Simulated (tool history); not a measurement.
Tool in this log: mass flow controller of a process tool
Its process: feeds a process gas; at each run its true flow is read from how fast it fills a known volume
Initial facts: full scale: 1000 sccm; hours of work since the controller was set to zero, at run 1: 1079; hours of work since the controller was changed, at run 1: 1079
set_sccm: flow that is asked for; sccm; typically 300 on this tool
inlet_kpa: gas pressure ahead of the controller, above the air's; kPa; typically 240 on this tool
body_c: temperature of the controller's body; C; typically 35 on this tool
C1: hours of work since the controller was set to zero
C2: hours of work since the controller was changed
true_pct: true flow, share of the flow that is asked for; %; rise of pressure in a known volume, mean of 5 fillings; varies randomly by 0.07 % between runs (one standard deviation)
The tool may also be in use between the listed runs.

{"run": 1, "hour": 0.0, "set_sccm": 300, "inlet_kpa": 240, "body_c": 35, "C1": 1079, "C2": 1079, "true_pct": 98.28}
{"run": 2, "hour": 73.7, "set_sccm": 300, "inlet_kpa": 240, "body_c": 35, "C1": 1134, "C2": 1134, "true_pct": 98.41}
{"run": 3, "hour": 131.4, "set_sccm": 300, "inlet_kpa": 240, "body_c": 35, "C1": 1176, "C2": 1176, "true_pct": 98.36}
{"run": 4, "hour": 180.5, "set_sccm": 300, "inlet_kpa": 240, "body_c": 26, "C1": 1212, "C2": 1212, "true_pct": 98.9}
{"run": 5, "hour": 232.4, "set_sccm": 300, "inlet_kpa": 240, "body_c": 35, "C1": 1250, "C2": 1250, "true_pct": 98.26}
{"run": 6, "hour": 319.0, "set_sccm": 300, "inlet_kpa": 240, "body_c": 32, "C1": 1314, "C2": 1314, "true_pct": 98.71}
{"run": 7, "hour": 389.6, "set_sccm": 300, "inlet_kpa": 240, "body_c": 32, "C1": 1365, "C2": 1365, "true_pct": 98.63}
{"run": 8, "hour": 453.0, "set_sccm": 300, "inlet_kpa": 240, "body_c": 35, "C1": 1412, "C2": 1412, "true_pct": 98.38}
{"run": 9, "hour": 498.9, "set_sccm": 300, "inlet_kpa": 181, "body_c": 35, "C1": 1446, "C2": 1446, "true_pct": 98.74}
{"run": 10, "hour": 557.4, "set_sccm": 300, "inlet_kpa": 240, "body_c": 34, "C1": 1489, "C2": 1489, "true_pct": 98.5}
{"run": 11, "hour": 632.1, "set_sccm": 300, "inlet_kpa": 240, "body_c": 26, "C1": 1543, "C2": 1543, "true_pct": 99.13}
{"run": 12, "hour": 723.6, "set_sccm": 300, "inlet_kpa": 240, "body_c": 26, "C1": 1611, "C2": 1611, "true_pct": 99.1}
{"run": 13, "hour": 790.7, "set_sccm": 300, "inlet_kpa": 240, "body_c": 39, "C1": 1660, "C2": 1660, "true_pct": 98.34}
{"run": 14, "hour": 845.8, "set_sccm": 408, "inlet_kpa": 239, "body_c": 35, "C1": 1700, "C2": 1700, "true_pct": 98.86}
{"run": 15, "hour": 884.1, "set_sccm": 215, "inlet_kpa": 158, "body_c": 29, "C1": 1728, "C2": 1728, "true_pct": 99.26}
{"run": 16, "hour": 926.5, "set_sccm": 215, "inlet_kpa": 158, "body_c": 29, "C1": 1760, "C2": 1760, "true_pct": 99.27}
{"run": 17, "hour": 969.3, "set_sccm": 215, "inlet_kpa": 144, "body_c": 21, "C1": 1791, "C2": 1791, "true_pct": 99.83}
{"run": 18, "hour": 1052.7, "set_sccm": 215, "inlet_kpa": 144, "body_c": 21, "C1": 1852, "C2": 1852, "true_pct": 99.65}
{"run": 19, "hour": 1096.9, "set_sccm": 217, "inlet_kpa": 173, "body_c": 28, "C1": 1885, "C2": 1885, "true_pct": 99.14}
{"run": 20, "hour": 1164.3, "set_sccm": 300, "inlet_kpa": 256, "body_c": 35, "C1": 1934, "C2": 1934, "true_pct": 98.56}
{"run": 21, "hour": 1225.6, "set_sccm": 300, "inlet_kpa": 256, "body_c": 35, "C1": 1979, "C2": 1979, "true_pct": 98.64}
{"run": 22, "hour": 1295.5, "set_sccm": 300, "inlet_kpa": 256, "body_c": 35, "C1": 2030, "C2": 2030, "true_pct": 98.61}
{"run": 23, "hour": 1354.3, "set_sccm": 406, "inlet_kpa": 279, "body_c": 30, "C1": 2074, "C2": 2074, "true_pct": 99.03}
{"run": 24, "hour": 1435.2, "set_sccm": 406, "inlet_kpa": 279, "body_c": 30, "C1": 2133, "C2": 2133, "true_pct": 99.02}
{"run": 25, "hour": 1515.8, "set_sccm": 295, "inlet_kpa": 159, "body_c": 26, "C1": 2192, "C2": 2192, "true_pct": 99.95}
{"run": 26, "hour": 1596.6, "set_sccm": 462, "inlet_kpa": 248, "body_c": 25, "C1": 2251, "C2": 2251, "true_pct": 99.77}

Consider 5 possible next runs. They are alternatives, not a sequence: every one starts from the tool as it was left by run 26. What does each give?
{"run": "A", "hour": 1687.7, "set_sccm": 154, "inlet_kpa": 197, "body_c": 33, "C1": 2318, "C2": 2318, "true_pct": "?"}
{"run": "B", "hour": 1687.7, "set_sccm": 489, "inlet_kpa": 165, "body_c": 35, "C1": 2318, "C2": 2318, "true_pct": "?"}
{"run": "C", "hour": 1687.7, "set_sccm": 636, "inlet_kpa": 248, "body_c": 24, "C1": 2318, "C2": 2318, "true_pct": "?"}
{"run": "D", "hour": 1687.7, "set_sccm": 300, "inlet_kpa": 169, "body_c": 30, "C1": 2318, "C2": 2318, "true_pct": "?"}
{"run": "E", "hour": 1687.7, "set_sccm": 574, "inlet_kpa": 248, "body_c": 25, "C1": 2318, "C2": 2318, "true_pct": "?"}

run=A true_pct=98.51
run=B true_pct=99.59
run=C true_pct=100.24
run=D true_pct=99.6
run=E true_pct=100.09
With no hidden state in the tool, these same runs would have given:
run=A true_pct=98.3
run=B true_pct=98.66
run=C true_pct=99.24
run=D true_pct=98.88
run=E true_pct=99.11
